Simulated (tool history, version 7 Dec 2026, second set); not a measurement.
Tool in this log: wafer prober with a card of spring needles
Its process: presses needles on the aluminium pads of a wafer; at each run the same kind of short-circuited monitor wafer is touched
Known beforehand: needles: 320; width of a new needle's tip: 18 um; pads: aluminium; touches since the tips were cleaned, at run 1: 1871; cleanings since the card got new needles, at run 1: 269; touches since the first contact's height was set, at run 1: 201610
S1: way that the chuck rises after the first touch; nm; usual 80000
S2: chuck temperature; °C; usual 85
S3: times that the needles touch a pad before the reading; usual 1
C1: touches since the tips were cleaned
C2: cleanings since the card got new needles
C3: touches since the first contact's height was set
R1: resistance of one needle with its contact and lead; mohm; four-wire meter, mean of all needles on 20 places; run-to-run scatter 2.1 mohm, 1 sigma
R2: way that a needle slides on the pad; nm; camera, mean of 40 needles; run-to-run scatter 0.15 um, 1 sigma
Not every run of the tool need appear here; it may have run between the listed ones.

Run 1, hour 0: usual settings; C1 1871; C2 269; C3 201610. Result: R1 226 mohm, R2 16610 nm.
At hour 1: tips cleaned on abrasive film.
At hour 5.6: tips cleaned on abrasive film.
At hour 10.2: tips cleaned on abrasive film.
At hour 14.9: tips cleaned on abrasive film.
At hour 18.6: tips cleaned on abrasive film.
At hour 23.2: tips cleaned on abrasive film.
At hour 26.9: tips cleaned on abrasive film.
At hour 31.5: tips cleaned on abrasive film.
At hour 36.2: tips cleaned on abrasive film.
At hour 40.8: tips cleaned on abrasive film.
Run 2, hour 41.4: usual settings but S1 67000 nm; C1 339; C2 279; C3 224896. Result: R1 229 mohm, R2 13830 nm.
At hour 45.1: tips cleaned on abrasive film.
At hour 48.8: tips cleaned on abrasive film.
At hour 53.4: tips cleaned on abrasive film.
At hour 57.1: tips cleaned on abrasive film.
At hour 61.8: tips cleaned on abrasive film.
At hour 66.4: tips cleaned on abrasive film.
Run 3, hour 67.4: usual settings; C1 565; C2 285; C3 239542. Result: R1 221 mohm, R2 16570 nm.
At hour 70.2: tips cleaned on abrasive film.
At hour 70.5: height of the first contact set anew.
At hour 75.1: tips cleaned on abrasive film.
At hour 79.7: tips cleaned on abrasive film.
At hour 84.3: tips cleaned on abrasive film.
At hour 89: tips cleaned on abrasive film.
At hour 92.7: tips cleaned on abrasive film.
At hour 97.3: tips cleaned on abrasive film.
Run 4, hour 97.9: usual settings but S3 3; C1 339; C2 292; C3 15463. Result: R1 224 mohm, R2 16650 nm.
At hour 101.6: tips cleaned on abrasive film.
At hour 106.2: tips cleaned on abrasive film.
At hour 110.8: tips cleaned on abrasive film.
At hour 115.5: tips cleaned on abrasive film.
At hour 120.1: tips cleaned on abrasive film.
At hour 123.8: tips cleaned on abrasive film.
At hour 127.6: tips cleaned on abrasive film.
Run 5, hour 127.6: usual settings; C1 0; C2 299; C3 32228. Result: R1 226 mohm, R2 16740 nm.
At hour 131.4: tips cleaned on abrasive film.
At hour 136: tips cleaned on abrasive film.
At hour 139.7: tips cleaned on abrasive film.
At hour 144.3: tips cleaned on abrasive film.
At hour 148: tips cleaned on abrasive film.
At hour 152.7: tips cleaned on abrasive film.
Run 6, hour 155.2: usual settings; C1 1472; C2 305; C3 47783. Result: R1 227 mohm, R2 16840 nm.
At hour 157.1: tips cleaned on abrasive film.
At hour 161.7: tips cleaned on abrasive film.
At hour 166.4: tips cleaned on abrasive film.
At hour 171: tips cleaned on abrasive film.
At hour 175.6: tips cleaned on abrasive film.
At hour 180.2: tips cleaned on abrasive film.
Run 7, hour 182.1: usual settings but S2 83 °C; C1 1109; C2 311; C3 62973. Result: R1 226 mohm, R2 16880 nm.
At hour 184: tips cleaned on abrasive film.
At hour 188.7: tips cleaned on abrasive film.
At hour 193.3: tips cleaned on abrasive film.
At hour 197.9: tips cleaned on abrasive film.
At hour 202.5: tips cleaned on abrasive film.
At hour 206.2: tips cleaned on abrasive film.
At hour 210.9: tips cleaned on abrasive film.
At hour 215.5: tips cleaned on abrasive film.
At hour 220.1: tips cleaned on abrasive film.
Run 8, hour 221.1: usual settings but S2 83 °C; C1 554; C2 320; C3 84909. Result: R1 225 mohm, R2 16450 nm.
At hour 223.9: tips cleaned on abrasive film.
At hour 228.5: tips cleaned on abrasive film.
At hour 233.1: tips cleaned on abrasive film.
At hour 237.7: tips cleaned on abrasive film.
At hour 242.3: tips cleaned on abrasive film.
Run 9, hour 244.2: usual settings but S2 83 °C; C1 1077; C2 325; C3 97971. Result: R1 225 mohm, R2 16900 nm.
At hour 246.1: tips cleaned on abrasive film.
At hour 250.7: tips cleaned on abrasive film.
At hour 255.4: tips cleaned on abrasive film.
At hour 260: tips cleaned on abrasive film.
At hour 264.6: tips cleaned on abrasive film.
At hour 269.2: tips cleaned on abrasive film.
At hour 273.8: tips cleaned on abrasive film.
At hour 278.5: tips cleaned on abrasive film.
Run 10, hour 279.9: usual settings but S3 2; C1 804; C2 333; C3 118076. Result: R1 225 mohm, R2 16770 nm.
At hour 282.7: tips cleaned on abrasive film.
At hour 287.3: tips cleaned on abrasive film.
At hour 291: tips cleaned on abrasive film.
At hour 295.6: tips cleaned on abrasive film.
At hour 300.3: tips cleaned on abrasive film.
Run 11, hour 303.4: usual settings but S1 68000 nm, S2 83 °C, S3 2; C1 1822; C2 338; C3 131371. Result: R1 229 mohm, R2 13960 nm.
At hour 304.4: tips cleaned on abrasive film.
At hour 309: tips cleaned on abrasive film.
At hour 313.7: tips cleaned on abrasive film.
At hour 318.3: tips cleaned on abrasive film.
At hour 322.9: tips cleaned on abrasive film.
At hour 326.6: tips cleaned on abrasive film.
At hour 331.2: tips cleaned on abrasive film.
At hour 335.9: tips cleaned on abrasive film.
Run 12, hour 336.9: usual settings but S1 90000 nm, S2 71 °C, S3 3; C1 631; C2 346; C3 150254. Result: R1 219 mohm, R2 18490 nm.
At hour 339.8: tips cleaned on abrasive film.
At hour 344.4: tips cleaned on abrasive film.
At hour 349: tips cleaned on abrasive film.
At hour 353.6: tips cleaned on abrasive film.
At hour 358.2: tips cleaned on abrasive film.
At hour 362.9: tips cleaned on abrasive film.
At hour 367.5: tips cleaned on abrasive film.
At hour 372.1: tips cleaned on abrasive film.
Run 13, hour 374: usual settings but S1 90000 nm, S2 94 °C; C1 1106; C2 354; C3 171177. Result: R1 227 mohm, R2 18700 nm.
At hour 375.9: tips cleaned on abrasive film.
At hour 380.5: tips cleaned on abrasive film.
At hour 385.2: tips cleaned on abrasive film.
At hour 389.8: tips cleaned on abrasive film.
At hour 394.4: tips cleaned on abrasive film.
At hour 399: tips cleaned on abrasive film.
Run 14, hour 400.2: usual settings but S1 93000 nm, S2 93 °C, S3 2; C1 682; C2 360; C3 185939. Result: R1 225 mohm, R2 19210 nm.
At hour 403: tips cleaned on abrasive film.
At hour 407.6: tips cleaned on abrasive film.
At hour 412.3: tips cleaned on abrasive film.
At hour 416.9: tips cleaned on abrasive film.
At hour 421.5: tips cleaned on abrasive film.
At hour 426.1: tips cleaned on abrasive film.
At hour 429.8: tips cleaned on abrasive film.
At hour 434.5: tips cleaned on abrasive film.
At hour 438.2: tips cleaned on abrasive film.
Run 15, hour 438.2: usual settings but S1 78000 nm, S2 46 °C; C1 0; C2 369; C3 207360. Result: R1 220 mohm, R2 16310 nm.
At hour 442: tips cleaned on abrasive film.
At hour 446.6: tips cleaned on abrasive film.
At hour 451.2: tips cleaned on abrasive film.
At hour 455.8: tips cleaned on abrasive film.
At hour 460.4: tips cleaned on abrasive film.
Run 16, hour 461.2: usual settings but S1 64000 nm, S2 63 °C, S3 2; C1 414; C2 374; C3 220294. Result: R1 224 mohm, R2 13130 nm.
At hour 464.9: tips cleaned on abrasive film.
At hour 469.5: tips cleaned on abrasive film.
At hour 474.1: tips cleaned on abrasive film.
At hour 478.7: tips cleaned on abrasive film.
At hour 483.4: tips cleaned on abrasive film.
At hour 488: tips cleaned on abrasive film.
Run 17, hour 490.8: usual settings but S1 64000 nm, S2 63 °C, S3 2; C1 1637; C2 380; C3 237055. Result: R1 225 mohm, R2 13310 nm.
At hour 491.8: tips cleaned on abrasive film.
At hour 503.8: card fitted with new needles.
At hour 507.5: tips cleaned on abrasive film.
At hour 512.2: tips cleaned on abrasive film.
At hour 516.8: tips cleaned on abrasive film.
At hour 521.4: tips cleaned on abrasive film.
At hour 526: tips cleaned on abrasive film.
At hour 530.6: tips cleaned on abrasive film.
At hour 535.3: tips cleaned on abrasive film.
At hour 539.9: tips cleaned on abrasive film.
At hour 544.5: tips cleaned on abrasive film.
At hour 548.2: tips cleaned on abrasive film.
Run 18, hour 548.4: usual settings but S1 71000 nm, S2 54 °C, S3 2; C1 88; C2 10; C3 25121. Result: R1 218 mohm, R2 14870 nm.
At hour 552.1: tips cleaned on abrasive film.
At hour 556.7: tips cleaned on abrasive film.
At hour 561.3: tips cleaned on abrasive film.
At hour 565: tips cleaned on abrasive film.
At hour 569.7: tips cleaned on abrasive film.
At hour 574.3: tips cleaned on abrasive film.
At hour 578.9: tips cleaned on abrasive film.
Run 19, hour 578.9: usual settings but S1 71000 nm, S2 58 °C; C1 0; C2 17; C3 42311. Result: R1 218 mohm, R2 14800 nm.

For each entry between runs, how does the tool's hidden state at the last listed run before it compare with that at the first listed run after it?
In the gap between runs 1 and 2: tips cleaned on abrasive film (hour 1); tips cleaned on abrasive film (hour 5.6); tips cleaned on abrasive film (hour 10.2); tips cleaned on abrasive film (hour 14.9); tips cleaned on abrasive film (hour 18.6); tips cleaned on abrasive film (hour 23.2); tips cleaned on abrasive film (hour 26.9); tips cleaned on abrasive film (hour 31.5); tips cleaned on abrasive film (hour 36.2); tips cleaned on abrasive film (hour 40.8)
  debris on the tips, nm: 0.3 -> 0.1
In the gap between runs 2 and 3: tips cleaned on abrasive film (hour 45.1); tips cleaned on abrasive film (hour 48.8); tips cleaned on abrasive film (hour 53.4); tips cleaned on abrasive film (hour 57.1); tips cleaned on abrasive film (hour 61.8); tips cleaned on abrasive film (hour 66.4)
  tips' diameter, um: 18.04 -> 18.05
In the gap between runs 3 and 4: tips cleaned on abrasive film (hour 70.2); height of the first contact set anew (hour 70.5); tips cleaned on abrasive film (hour 75.1); tips cleaned on abrasive film (hour 79.7); tips cleaned on abrasive film (hour 84.3); tips cleaned on abrasive film (hour 89); tips cleaned on abrasive film (hour 92.7); tips cleaned on abrasive film (hour 97.3)
  way that the needles fall short of the set height, um: 0.04 -> 0
In the gap between runs 4 and 5: tips cleaned on abrasive film (hour 101.6); tips cleaned on abrasive film (hour 106.2); tips cleaned on abrasive film (hour 110.8); tips cleaned on abrasive film (hour 115.5); tips cleaned on abrasive film (hour 120.1); tips cleaned on abrasive film (hour 123.8); tips cleaned on abrasive film (hour 127.6)
  debris on the tips, nm: 0.1 -> 0; way that the needles fall short of the set height, um: 0 -> 0.01
In the gap between runs 5 and 6: tips cleaned on abrasive film (hour 131.4); tips cleaned on abrasive film (hour 136); tips cleaned on abrasive film (hour 139.7); tips cleaned on abrasive film (hour 144.3); tips cleaned on abrasive film (hour 148); tips cleaned on abrasive film (hour 152.7)
  debris on the tips, nm: 0 -> 0.2
In the gap between runs 6 and 7: tips cleaned on abrasive film (hour 157.1); tips cleaned on abrasive film (hour 161.7); tips cleaned on abrasive film (hour 166.4); tips cleaned on abrasive film (hour 171); tips cleaned on abrasive film (hour 175.6); tips cleaned on abrasive film (hour 180.2)
  the hidden state is the same at both runs
In the gap between runs 7 and 8: tips cleaned on abrasive film (hour 184); tips cleaned on abrasive film (hour 188.7); tips cleaned on abrasive film (hour 193.3); tips cleaned on abrasive film (hour 197.9); tips cleaned on abrasive film (hour 202.5); tips cleaned on abrasive film (hour 206.2); tips cleaned on abrasive film (hour 210.9); tips cleaned on abrasive film (hour 215.5); tips cleaned on abrasive film (hour 220.1)
  debris on the tips, nm: 0.2 -> 0.1
In the gap between runs 8 and 9: tips cleaned on abrasive film (hour 223.9); tips cleaned on abrasive film (hour 228.5); tips cleaned on abrasive film (hour 233.1); tips cleaned on abrasive film (hour 237.7); tips cleaned on abrasive film (hour 242.3)
  debris on the tips, nm: 0.1 -> 0.2; way that the needles fall short of the set height, um: 0.01 -> 0.02
In the gap between runs 9 and 10: tips cleaned on abrasive film (hour 246.1); tips cleaned on abrasive film (hour 250.7); tips cleaned on abrasive film (hour 255.4); tips cleaned on abrasive film (hour 260); tips cleaned on abrasive film (hour 264.6); tips cleaned on abrasive film (hour 269.2); tips cleaned on abrasive film (hour 273.8); tips cleaned on abrasive film (hour 278.5)
  the hidden state is the same at both runs
In the gap between runs 10 and 11: tips cleaned on abrasive film (hour 282.7); tips cleaned on abrasive film (hour 287.3); tips cleaned on abrasive film (hour 291); tips cleaned on abrasive film (hour 295.6); tips cleaned on abrasive film (hour 300.3)
  debris on the tips, nm: 0.2 -> 0.3
In the gap between runs 11 and 12: tips cleaned on abrasive film (hour 304.4); tips cleaned on abrasive film (hour 309); tips cleaned on abrasive film (hour 313.7); tips cleaned on abrasive film (hour 318.3); tips cleaned on abrasive film (hour 322.9); tips cleaned on abrasive film (hour 326.6); tips cleaned on abrasive film (hour 331.2); tips cleaned on abrasive film (hour 335.9)
  debris on the tips, nm: 0.3 -> 0.1; way that the needles fall short of the set height, um: 0.02 -> 0.03
In the gap between runs 12 and 13: tips cleaned on abrasive film (hour 339.8); tips cleaned on abrasive film (hour 344.4); tips cleaned on abrasive film (hour 349); tips cleaned on abrasive film (hour 353.6); tips cleaned on abrasive film (hour 358.2); tips cleaned on abrasive film (hour 362.9); tips cleaned on abrasive film (hour 367.5); tips cleaned on abrasive film (hour 372.1)
  debris on the tips, nm: 0.1 -> 0.2; tips' diameter, um: 18.05 -> 18.06
In the gap between runs 13 and 14: tips cleaned on abrasive film (hour 375.9); tips cleaned on abrasive film (hour 380.5); tips cleaned on abrasive film (hour 385.2); tips cleaned on abrasive film (hour 389.8); tips cleaned on abrasive film (hour 394.4); tips cleaned on abrasive film (hour 399)
  debris on the tips, nm: 0.2 -> 0.1
In the gap between runs 14 and 15: tips cleaned on abrasive film (hour 403); tips cleaned on abrasive film (hour 407.6); tips cleaned on abrasive film (hour 412.3); tips cleaned on abrasive film (hour 416.9); tips cleaned on abrasive film (hour 421.5); tips cleaned on abrasive film (hour 426.1); tips cleaned on abrasive film (hour 429.8); tips cleaned on abrasive film (hour 434.5); tips cleaned on abrasive film (hour 438.2)
  debris on the tips, nm: 0.1 -> 0; way that the needles fall short of the set height, um: 0.03 -> 0.04
In the gap between runs 15 and 16: tips cleaned on abrasive film (hour 442); tips cleaned on abrasive film (hour 446.6); tips cleaned on abrasive film (hour 451.2); tips cleaned on abrasive film (hour 455.8); tips cleaned on abrasive film (hour 460.4)
  debris on the tips, nm: 0 -> 0.1
In the gap between runs 16 and 17: tips cleaned on abrasive film (hour 464.9); tips cleaned on abrasive film (hour 469.5); tips cleaned on abrasive film (hour 474.1); tips cleaned on abrasive film (hour 478.7); tips cleaned on abrasive film (hour 483.4); tips cleaned on abrasive film (hour 488)
  debris on the tips, nm: 0.1 -> 0.3
In the gap between runs 17 and 18: tips cleaned on abrasive film (hour 491.8); card fitted with new needles (hour 503.8); tips cleaned on abrasive film (hour 507.5); tips cleaned on abrasive film (hour 512.2); tips cleaned on abrasive film (hour 516.8); tips cleaned on abrasive film (hour 521.4); tips cleaned on abrasive film (hour 526); tips cleaned on abrasive film (hour 530.6); tips cleaned on abrasive film (hour 535.3); tips cleaned on abrasive film (hour 539.9); tips cleaned on abrasive film (hour 544.5); tips cleaned on abrasive film (hour 548.2)
  debris on the tips, nm: 0.3 -> 0; way that the needles fall short of the set height, um: 0.04 -> 0; tips' diameter, um: 18.06 -> 18
In the gap between runs 18 and 19: tips cleaned on abrasive film (hour 552.1); tips cleaned on abrasive film (hour 556.7); tips cleaned on abrasive film (hour 561.3); tips cleaned on abrasive film (hour 565); tips cleaned on abrasive film (hour 569.7); tips cleaned on abrasive film (hour 574.3); tips cleaned on abrasive film (hour 578.9)
  way that the needles fall short of the set height, um: 0 -> 0.01
